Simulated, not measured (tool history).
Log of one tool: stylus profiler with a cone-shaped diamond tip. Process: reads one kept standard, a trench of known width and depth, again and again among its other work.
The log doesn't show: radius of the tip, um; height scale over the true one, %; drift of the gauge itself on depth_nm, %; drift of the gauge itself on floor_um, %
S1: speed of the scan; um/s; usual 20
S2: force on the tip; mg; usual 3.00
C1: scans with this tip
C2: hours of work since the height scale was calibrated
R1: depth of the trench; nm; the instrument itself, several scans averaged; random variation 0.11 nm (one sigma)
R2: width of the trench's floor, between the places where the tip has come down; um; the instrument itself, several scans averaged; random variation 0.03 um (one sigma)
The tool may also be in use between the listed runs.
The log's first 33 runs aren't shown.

Run 34, hour 1961.4: usual settings but S1 49 um/s, S2 1.34 mg; C1 10257; C2 1545. Result: R1 200.59 nm, R2 47.71 um.
Run 35, hour 2014.4: usual settings but S1 46 um/s, S2 2.52 mg; C1 10413; C2 1569. Result: R1 201.11 nm, R2 47.74 um.
Run 36, hour 2074.5: usual settings but S1 73 um/s, S2 5.56 mg; C1 10591; C2 1595. Result: R1 201.82 nm, R2 47.76 um.
Run 37, hour 2136.6: usual settings but S1 73 um/s, S2 3.62 mg; C1 10775; C2 1623. Result: R1 201.52 nm, R2 47.72 um.
Run 38, hour 2181.4: usual settings but S1 29 um/s, S2 1.57 mg; C1 10907; C2 1643. Result: R1 200.70 nm, R2 47.83 um.
Run 39, hour 2218.2: usual settings but S1 8 um/s, S2 2.65 mg; C1 11016; C2 1659. Result: R1 201.01 nm, R2 47.97 um.
Run 40, hour 2252.9: usual settings but S1 8 um/s, S2 2.65 mg; C1 11118; C2 1675. Result: R1 201.15 nm, R2 48.01 um.
Run 41, hour 2291.7: usual settings but S1 10 um/s, S2 6.33 mg; C1 11233; C2 1692. Result: R1 202.17 nm, R2 48.02 um.
Run 42, hour 2353.3: usual settings but S1 10 um/s, S2 6.33 mg; C1 11415; C2 1720. Result: R1 201.99 nm, R2 48.06 um.
Run 43, hour 2396.5: usual settings but S1 5 um/s, S2 6.24 mg; C1 11542; C2 1739. Result: R1 201.90 nm, R2 48.05 um.
Run 44, hour 2470.3: usual settings but S1 29 um/s, S2 3.87 mg; C1 11760; C2 1772. Result: R1 201.47 nm, R2 47.90 um.
Run 45, hour 2502.9: usual settings but S1 29 um/s, S2 3.87 mg; C1 11857; C2 1786. Result: R1 201.50 nm, R2 47.94 um.

Forecast each of these 4 alternatives for the next run:
Run A, hour 2566.9: usual settings but S1 58 um/s, S2 1.76 mg; C1 12046; C2 1815. Result: R1 ?, R2 ?.
Run B, hour 2566.9: usual settings but S1 14 um/s, S2 1.85 mg; C1 12046; C2 1815. Result: R1 ?, R2 ?.
Run C, hour 2566.9: usual settings but S1 29 um/s, S2 5.64 mg; C1 12046; C2 1815. Result: R1 ?, R2 ?.
Run D, hour 2566.9: usual settings but S1 7 um/s, S2 3.87 mg; C1 12046; C2 1815. Result: R1 ?, R2 ?.

run      R1     R2
  A  200.95  47.67
  B  200.85  47.93
  C  201.77  47.98
  D  201.34  48.06
Without the tool's hidden state the same runs would have given:
run      R1     R2
  A  200.98  47.68
  B  200.88  47.94
  C  201.80  47.99
  D  201.37  48.07

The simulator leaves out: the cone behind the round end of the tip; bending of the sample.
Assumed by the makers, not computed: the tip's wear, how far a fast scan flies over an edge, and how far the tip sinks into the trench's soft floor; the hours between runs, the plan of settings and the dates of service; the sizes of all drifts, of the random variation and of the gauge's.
